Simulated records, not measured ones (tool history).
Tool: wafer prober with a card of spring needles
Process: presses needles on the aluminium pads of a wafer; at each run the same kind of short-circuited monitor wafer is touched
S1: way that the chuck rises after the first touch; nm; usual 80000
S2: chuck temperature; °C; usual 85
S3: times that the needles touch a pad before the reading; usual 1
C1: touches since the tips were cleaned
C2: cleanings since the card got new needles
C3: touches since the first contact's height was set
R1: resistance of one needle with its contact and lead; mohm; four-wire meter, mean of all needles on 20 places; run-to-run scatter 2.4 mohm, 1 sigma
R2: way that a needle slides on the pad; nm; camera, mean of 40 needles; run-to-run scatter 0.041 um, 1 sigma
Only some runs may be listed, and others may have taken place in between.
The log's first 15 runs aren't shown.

run   hour     S1  S2  S3    C1  C2      C3   R1     R2
     267.4  -- tips cleaned on abrasive film
     279.6  -- tips cleaned on abrasive film
 16  281.1  80000  85   1  1057  50  196243  270  20320
     290.8  -- tips cleaned on abrasive film
 17  295.0  80000  85   1  2913  51  205974  267  20380
     302.8  -- tips cleaned on abrasive film
 18  311.9  97000  85   1  6353  52  217784  266  24780
     315.4  -- tips cleaned on abrasive film
     328.0  -- tips cleaned on abrasive film
 19  334.0  85000  29   1  4249  54  233270  254  21620
     339.3  -- tips cleaned on abrasive film
     343.4  -- height of the first contact set anew
 20  347.2  99000  97   2  5331  55    2659  268  25290
     350.9  -- tips cleaned on abrasive film
     362.4  -- tips cleaned on abrasive film
 21  367.8  99000  97   2  3829  57   17038  275  25270
     374.7  -- tips cleaned on abrasive film
 22  380.6  80000  61   1  4187  58   25999  263  20480
     387.9  -- tips cleaned on abrasive film
 23  391.9  74000  85   1  2847  59   33865  275  18890
     399.4  -- tips cleaned on abrasive film
 24  406.7  74000  85   1  5125  60   44202  274  18940
     411.0  -- tips cleaned on abrasive film
     423.0  -- tips cleaned on abrasive film
 25  423.5  91000  97   1   384  62   55917  266  23300
     434.4  -- tips cleaned on abrasive film
     446.9  -- tips cleaned on abrasive film
 26  448.2  74000  58   1   914  64   73181  273  18980
     458.2  -- tips cleaned on abrasive film
     469.5  -- tips cleaned on abrasive film
 27  469.5  70000  72   2     0  66   88035  273  17870
     476.5  -- gauge calibrated
     481.5  -- tips cleaned on abrasive film
 28  489.9  99000  85   3  5935  67  102327  265  25020
     492.9  -- tips cleaned on abrasive film
     504.3  -- tips cleaned on abrasive film
 29  513.1  72000  85   3  6177  69  118491  281  18150
     515.7  -- tips cleaned on abrasive film
     528.3  -- tips cleaned on abrasive film
 30  528.3  98000  85   1     0  71  129068  263  24720

Predict each of these 4 candidate next runs independently; none follows another, all start after run 30:
     540.4  -- tips cleaned on abrasive film
  A  541.3  93000   85   1  641  72  138147   ?   ?
     540.4  -- tips cleaned on abrasive film
  B  541.3  78000   77   1  641  72  138147   ?   ?
     540.4  -- tips cleaned on abrasive film
  C  541.3  79000  112   2  641  72  138147   ?   ?
     540.4  -- tips cleaned on abrasive film
  D  541.3  68000   85   1  641  72  138147   ?   ?

run   R1     R2
  A  270  23500
  B  270  19720
  C  278  19970
  D  276  17130
With no hidden state in the tool, these same runs would have given:
run   R1     R2
  A  270  23440
  B  270  19670
  C  278  19930
  D  276  17100
